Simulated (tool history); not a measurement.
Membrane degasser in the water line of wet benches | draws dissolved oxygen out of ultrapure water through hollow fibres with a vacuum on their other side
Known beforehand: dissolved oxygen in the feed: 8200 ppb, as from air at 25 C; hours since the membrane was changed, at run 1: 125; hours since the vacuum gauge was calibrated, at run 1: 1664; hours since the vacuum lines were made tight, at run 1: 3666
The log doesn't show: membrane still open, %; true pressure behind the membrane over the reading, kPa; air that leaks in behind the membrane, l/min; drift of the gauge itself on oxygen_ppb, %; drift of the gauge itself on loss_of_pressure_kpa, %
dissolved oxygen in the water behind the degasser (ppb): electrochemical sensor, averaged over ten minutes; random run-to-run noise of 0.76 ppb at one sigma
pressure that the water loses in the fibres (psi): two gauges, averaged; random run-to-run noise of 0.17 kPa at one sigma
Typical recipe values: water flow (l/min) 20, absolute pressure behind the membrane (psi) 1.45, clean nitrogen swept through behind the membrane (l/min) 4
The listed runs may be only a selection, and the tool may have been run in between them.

run,hour,water flow (l/min),absolute pressure behind the membrane (psi),clean nitrogen swept through behind the membrane (l/min),hours since the membrane was changed,hours since the vacuum gauge was calibrated,hours since the vacuum lines were made tight,dissolved oxygen in the water behind the degasser (ppb),pressure that the water loses in the fibres (psi)
1,0,20,1.45,4,125,1664,3666,87.5,4.097
2,48.8,20,1.45,4,173,1713,3715,88.2,4.11
3,80.1,20,1.45,4,205,1744,3746,87.8,4.07
4,117.2,20,1.45,4,242,1781,3783,89.3,4.1
5,167.4,20,1.45,4,292,1831,3833,89.6,4.089
6,190.6,20,1.45,4,315,1855,3856,89.6,4.094
7,230.2,20,1.45,4,355,1894,3896,88.5,4.099
8,257.3,20,1.45,4,382,1921,3923,87.5,4.134
9,306.9,20,0.91,4,432,1971,3973,43.3,4.109
10,348.7,20,0.91,2.37,473,2013,4015,70.4,4.129
11,375.9,20,0.91,2.37,501,2040,4042,70.4,4.106
12,403.5,27,1.45,4,528,2067,4069,122.1,5.487
13,429,20,1.45,4,554,2093,4095,89.9,4.112
14,478.5,23,1.45,4,603,2142,4144,103.7,4.702
15,530.4,20,2.22,1.8,655,2194,4196,320.1,4.092
16,574.6,29,2.02,4,699,2239,4240,200.5,5.925
17,606.2,18,1.86,2.54,731,2270,4272,168.8,3.704
18,651,18,1.15,4.65,776,2315,4317,50.2,3.671
19,684.6,18,1.15,4.65,809,2349,4350,49.3,3.681
20,713,19,1.45,6,838,2377,4379,58,3.899
21,754.6,19,1.45,6,879,2418,4420,58.3,3.899
22,791.2,19,1.45,8.24,916,2455,4457,43.7,3.888
23,820.9,21,1.45,1.87,946,2485,4487,189.8,4.26
24,854.9,12,1.75,1.87,980,2519,4521,144.7,2.495
25,878.5,12,1.75,1.87,1003,2542,4544,145.7,2.464
26,921.7,18,2.99,4.68,1046,2586,4587,171.4,3.71
27,946.3,20,1.45,4.18,1071,2610,4612,86.2,4.141

Alternative continuations, all from the tool just after run 27; predict every row:
A,970.7,24,1.6,11.4,1095,2635,4636,?,?
B,970.7,27,1.45,3.13,1095,2635,4636,?,?
C,970.7,13,2.23,3.61,1095,2635,4636,?,?
D,970.7,20,1.45,2.01,1095,2635,4636,?,?
E,970.7,20,1.45,2.56,1095,2635,4636,?,?

run,dissolved oxygen in the water behind the degasser (ppb),pressure that the water loses in the fibres (psi)
A,49,4.973
B,153.1,5.574
C,114.2,2.717
D,170.9,4.109
E,137,4.074
With no hidden state in the tool, these same runs would have given:
run,dissolved oxygen in the water behind the degasser (ppb),pressure that the water loses in the fibres (psi)
A,46.2,4.92
B,144.6,5.513
C,107.8,2.688
D,160.9,4.064
E,128.7,4.028
